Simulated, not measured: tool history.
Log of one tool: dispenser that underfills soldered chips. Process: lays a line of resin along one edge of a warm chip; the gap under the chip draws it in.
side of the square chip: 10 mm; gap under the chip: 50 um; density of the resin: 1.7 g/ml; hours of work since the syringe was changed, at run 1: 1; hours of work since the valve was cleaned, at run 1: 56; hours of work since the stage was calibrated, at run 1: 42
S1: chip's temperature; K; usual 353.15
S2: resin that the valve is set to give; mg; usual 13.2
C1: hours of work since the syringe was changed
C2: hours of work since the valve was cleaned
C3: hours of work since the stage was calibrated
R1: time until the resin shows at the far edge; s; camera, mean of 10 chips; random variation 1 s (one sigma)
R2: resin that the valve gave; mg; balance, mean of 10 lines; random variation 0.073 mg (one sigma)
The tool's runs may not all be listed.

Run 1, day 0: usual settings; C1 1; C2 56; C3 42. Result: R1 101.5 s, R2 12.49 mg.
Run 2, day 0.271: usual settings but S1 358.15 K; C1 5; C2 61; C3 47. Result: R1 124.7 s, R2 12.47 mg.
At day 0.367: new syringe of resin.
Run 3, day 0.488: usual settings but S1 358.15 K; C1 2; C2 65; C3 51. Result: R1 92.7 s, R2 12.59 mg.
Run 4, day 0.721: usual settings but S2 15.2 mg; C1 6; C2 69; C3 55. Result: R1 165.9 s, R2 14.42 mg.
At day 0.767: new syringe of resin.
Run 5, day 1.038: usual settings; C1 5; C2 75; C3 60. Result: R1 146.5 s, R2 12.54 mg.
At day 1.167: new syringe of resin.
Run 6, day 1.275: usual settings; C1 2; C2 79; C3 64. Result: R1 114 s, R2 12.41 mg.
At day 1.542: new syringe of resin.
Run 7, day 1.542: usual settings; C1 0; C2 83; C3 69. Result: R1 97.6 s, R2 12.31 mg.
Run 8, day 1.779: usual settings; C1 4; C2 88; C3 73. Result: R1 137.5 s, R2 12.19 mg.
At day 1.933: new syringe of resin.
Run 9, day 2.008: usual settings but S1 342.15 K; C1 1; C2 92; C3 77. Result: R1 185.4 s, R2 12.34 mg.
Run 10, day 2.242: usual settings; C1 6; C2 96; C3 81. Result: R1 154.3 s, R2 12.21 mg.
At day 2.308: new syringe of resin.
At day 2.367: dispensing valve cleaned and set on the balance.
Run 11, day 2.558: usual settings but S1 348.15 K; C1 4; C2 4; C3 86. Result: R1 168.3 s, R2 13.21 mg.
At day 2.725: new syringe of resin.
Run 12, day 2.833: usual settings but S1 348.15 K; C1 2; C2 8; C3 91. Result: R1 146.5 s, R2 13.09 mg.
At day 3.112: new syringe of resin.
Run 13, day 3.2: usual settings but S1 348.15 K; C1 2; C2 15; C3 97. Result: R1 141.7 s, R2 13.1 mg.
Run 14, day 3.375: usual settings but S1 348.15 K; C1 5; C2 18; C3 101. Result: R1 188.4 s, R2 12.94 mg.
At day 3.492: new syringe of resin.
Run 15, day 3.725: usual settings but S1 348.15 K; C1 4; C2 24; C3 107. Result: R1 173.1 s, R2 12.96 mg.
At day 3.879: new syringe of resin.
Run 16, day 3.912: usual settings but S1 348.15 K; C1 1; C2 27; C3 110. Result: R1 128.5 s, R2 12.8 mg.
Run 17, day 4.212: usual settings; C1 6; C2 33; C3 115. Result: R1 160.7 s, R2 12.94 mg.
At day 4.271: new syringe of resin.
Run 18, day 4.45: usual settings but S1 358.15 K, S2 12.4 mg; C1 3; C2 37; C3 120. Result: R1 98.6 s, R2 12.12 mg.
At day 4.658: new syringe of resin.
Run 19, day 4.658: usual settings but S1 358.15 K, S2 12.4 mg; C1 0; C2 40; C3 123. Result: R1 74.2 s, R2 12.04 mg.
Run 20, day 4.862: usual settings but S1 340.15 K, S2 11.4 mg; C1 4; C2 44; C3 127. Result: R1 252.6 s, R2 10.95 mg.
At day 5.042: new syringe of resin.
Run 21, day 5.067: usual settings but S1 364.15 K, S2 13.3 mg; C1 0; C2 48; C3 130. Result: R1 60.7 s, R2 12.75 mg.
Run 22, day 5.246: usual settings but S1 351.15 K, S2 12 mg; C1 4; C2 51; C3 134. Result: R1 146.8 s, R2 11.45 mg.
At day 5.425: new syringe of resin.
Run 23, day 5.438: usual settings but S1 360.15 K, S2 15.3 mg; C1 0; C2 54; C3 137. Result: R1 68.5 s, R2 14.46 mg.
Run 24, day 5.679: usual settings but S1 360.15 K, S2 15.3 mg; C1 5; C2 59; C3 141. Result: R1 100.7 s, R2 14.48 mg.
At day 5.812: new syringe of resin.
Run 25, day 5.854: usual settings but S1 362.15 K; C1 1; C2 61; C3 144. Result: R1 67.2 s, R2 12.61 mg.
Run 26, day 6.133: usual settings but S1 364.15 K; C1 6; C2 67; C3 149. Result: R1 93.9 s, R2 12.3 mg.
At day 6.208: new syringe of resin.
Run 27, day 6.5: usual settings but S1 364.15 K, S2 15 mg; C1 5; C2 73; C3 156. Result: R1 92.4 s, R2 14.02 mg.
At day 6.588: new syringe of resin.
Run 28, day 6.846: usual settings but S1 364.15 K, S2 11.6 mg; C1 5; C2 79; C3 162. Result: R1 90.2 s, R2 10.78 mg.
At day 6.971: new syringe of resin.
Run 29, day 7.125: usual settings but S2 11.9 mg; C1 3; C2 84; C3 167. Result: R1 124.3 s, R2 11.22 mg.
At day 7.354: new syringe of resin.
Run 30, day 7.446: usual settings but S2 11.9 mg; C1 2; C2 90; C3 172. Result: R1 111.6 s, R2 11.09 mg.
At day 7.742: new syringe of resin.
Run 31, day 7.792: usual settings but S1 339.15 K, S2 17 mg; C1 1; C2 96; C3 178. Result: R1 195.1 s, R2 15.65 mg.
At day 7.904: dispensing valve cleaned and set on the balance.
Run 32, day 8.142: usual settings but S1 339.15 K, S2 17 mg; C1 7; C2 4; C3 184. Result: R1 320.6 s, R2 16.86 mg.
At day 8.175: new syringe of resin.
Run 33, day 8.492: usual settings but S1 360.15 K, S2 14.6 mg; C1 6; C2 10; C3 190. Result: R1 111.9 s, R2 14.43 mg.
At day 8.55: new syringe of resin.
Run 34, day 8.767: usual settings but S1 352.15 K, S2 16.6 mg; C1 4; C2 15; C3 195. Result: R1 136.5 s, R2 16.46 mg.

Forecast each of these 3 alternatives for the next run:
At day 8.921: new syringe of resin.
Run A, day 9.129: usual settings but S1 347.15 K; C1 4; C2 22; C3 201. Result: R1 ?, R2 ?.
At day 8.921: new syringe of resin.
Run B, day 9.129: usual settings but S1 343.15 K; C1 4; C2 22; C3 201. Result: R1 ?, R2 ?.
At day 8.921: new syringe of resin.
Run C, day 9.129: usual settings but S1 361.15 K, S2 14.7 mg; C1 4; C2 22; C3 201. Result: R1 ?, R2 ?.

run     R1     R2
  A  167.2  12.87
  B  211.2  13.11
  C     89  14.28
Without the tool's hidden state the same runs would have given:
run     R1     R2
  A  124.3  13.13
  B  157.4  13.37
  C   66.3  14.57
